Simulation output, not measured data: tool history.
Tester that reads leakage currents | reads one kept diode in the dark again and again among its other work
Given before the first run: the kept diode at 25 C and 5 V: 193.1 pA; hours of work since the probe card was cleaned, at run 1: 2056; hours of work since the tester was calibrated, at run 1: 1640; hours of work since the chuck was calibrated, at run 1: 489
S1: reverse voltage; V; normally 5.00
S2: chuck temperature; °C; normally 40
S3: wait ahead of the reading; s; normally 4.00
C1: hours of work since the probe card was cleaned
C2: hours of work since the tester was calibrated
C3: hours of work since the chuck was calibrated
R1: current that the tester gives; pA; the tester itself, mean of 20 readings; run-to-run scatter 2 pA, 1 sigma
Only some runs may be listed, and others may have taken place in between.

| run | hour | S1 | S2 | S3 | C1 | C2 | C3 | R1 |
|---|---|---|---|---|---|---|---|---|
| 1 | 0.0 | 5.00 | 40 | 4.00 | 2056 | 1640 | 489 | 663.06 |
| 2 | 130.8 | 5.00 | 40 | 4.00 | 2133 | 1716 | 565 | 656.96 |
| 3 | 192.6 | 5.00 | 40 | 4.00 | 2169 | 1752 | 601 | 655.77 |
|  | 305.1 | probe card cleaned and baked |
| 4 | 325.1 | 11.97 | 40 | 4.00 | 12 | 1827 | 676 | 1024.23 |
| 5 | 442.3 | 11.97 | 40 | 4.00 | 80 | 1896 | 744 | 1013.04 |
| 6 | 510.2 | 3.22 | 40 | 4.00 | 119 | 1935 | 784 | 510.48 |
| 7 | 598.9 | 3.22 | 40 | 4.00 | 171 | 1987 | 835 | 508.74 |
| 8 | 659.9 | 3.22 | 40 | 4.00 | 206 | 2022 | 871 | 506.88 |
| 9 | 721.4 | 3.22 | 40 | 4.00 | 242 | 2058 | 907 | 505.21 |
| 10 | 819.3 | 3.22 | 40 | 4.00 | 299 | 2115 | 963 | 503.40 |
| 11 | 908.4 | 3.22 | 40 | 4.00 | 351 | 2167 | 1015 | 501.73 |
| 12 | 1014.8 | 3.22 | 40 | 4.00 | 413 | 2229 | 1077 | 501.36 |
| 13 | 1118.5 | 3.22 | 40 | 4.00 | 473 | 2289 | 1138 | 498.80 |
| 14 | 1202.8 | 3.22 | 40 | 4.00 | 522 | 2338 | 1187 | 496.46 |
| 15 | 1257.2 | 3.22 | 40 | 4.00 | 554 | 2370 | 1218 | 493.81 |
| 16 | 1323.2 | 5.00 | 40 | 4.00 | 592 | 2408 | 1257 | 620.91 |
| 17 | 1434.1 | 5.00 | 40 | 0.37 | 657 | 2473 | 1321 | 623.86 |
| 18 | 1505.4 | 5.00 | 40 | 4.00 | 698 | 2514 | 1363 | 618.13 |
| 19 | 1630.0 | 5.00 | 40 | 4.00 | 771 | 2587 | 1435 | 613.49 |
| 20 | 1747.5 | 11.67 | 42 | 0.44 | 839 | 2655 | 1504 | 1122.74 |
| 21 | 1827.2 | 12.31 | 34 | 0.84 | 886 | 2701 | 1550 | 606.31 |
| 22 | 1913.6 | 1.04 | 40 | 2.43 | 936 | 2752 | 1600 | 267.32 |
| 23 | 2003.5 | 13.30 | 39 | 4.00 | 988 | 2804 | 1652 | 936.96 |
| 24 | 2064.4 | 13.30 | 39 | 4.00 | 1024 | 2839 | 1688 | 937.87 |
| 25 | 2118.7 | 13.30 | 39 | 4.00 | 1055 | 2871 | 1719 | 931.20 |
| 26 | 2193.1 | 13.30 | 39 | 4.00 | 1098 | 2914 | 1763 | 935.77 |
|  | 2206.0 | chuck's temperature calibrated |
| 27 | 2301.9 | 1.48 | 28 | 4.00 | 1161 | 2976 | 56 | 111.04 |
| 28 | 2371.4 | 1.10 | 45 | 6.04 | 1201 | 3017 | 96 | 380.90 |
| 29 | 2466.7 | 9.85 | 40 | 0.49 | 1256 | 3072 | 152 | 820.65 |
| 30 | 2548.1 | 5.00 | 52 | 3.53 | 1304 | 3120 | 199 | 1432.96 |
|  | 2617.0 | chuck's temperature calibrated, once more |
| 31 | 2617.0 | 2.12 | 20 | 6.30 | 1343 | 3158 | 0 | 81.38 |
| 32 | 2688.0 | 2.12 | 20 | 6.30 | 1384 | 3200 | 41 | 80.36 |
| 33 | 2769.1 | 9.94 | 44 | 0.37 | 1431 | 3247 | 88 | 1333.87 |
| 34 | 2838.8 | 9.94 | 44 | 0.37 | 1472 | 3288 | 129 | 1325.33 |
| 35 | 2934.0 | 5.00 | 40 | 1.04 | 1527 | 3343 | 184 | 670.47 |
| 36 | 3014.3 | 1.15 | 40 | 1.04 | 1574 | 3390 | 231 | 309.81 |

Below, some changes in R1 between adjacent runs. For each, the amount present without the hidden state too (settings, incoming material, random variation) and the amount remaining for the hidden state with gauge scatter not shared by both compared results:
Hidden state at play: stray current of the dirty probe card, pA a volt; current scale over the true one, %; true chuck temperature over the reading, C; drift of the gauge itself on leakage_pa, %.
Run 26 -> 27: S1 13.30 -> 1.48, S2 39 -> 28, chuck's temperature calibrated. R1 -824.73 pA: hidden state +90.03, all else -914.76.
Run 29 -> 30: S1 9.85 -> 5.00, S2 40 -> 52, S3 0.49 -> 3.53. R1 +612.31 pA: hidden state -112.42, all else +724.73.
Run 30 -> 31: S1 5.00 -> 2.12, S2 52 -> 20, S3 3.53 -> 6.30, chuck's temperature calibrated, once more. R1 -1351.58 pA: hidden state +269.36, all else -1620.94.
Run 32 -> 33: S1 2.12 -> 9.94, S2 20 -> 44, S3 6.30 -> 0.37. R1 +1253.51 pA: hidden state -3.16, all else +1256.67.

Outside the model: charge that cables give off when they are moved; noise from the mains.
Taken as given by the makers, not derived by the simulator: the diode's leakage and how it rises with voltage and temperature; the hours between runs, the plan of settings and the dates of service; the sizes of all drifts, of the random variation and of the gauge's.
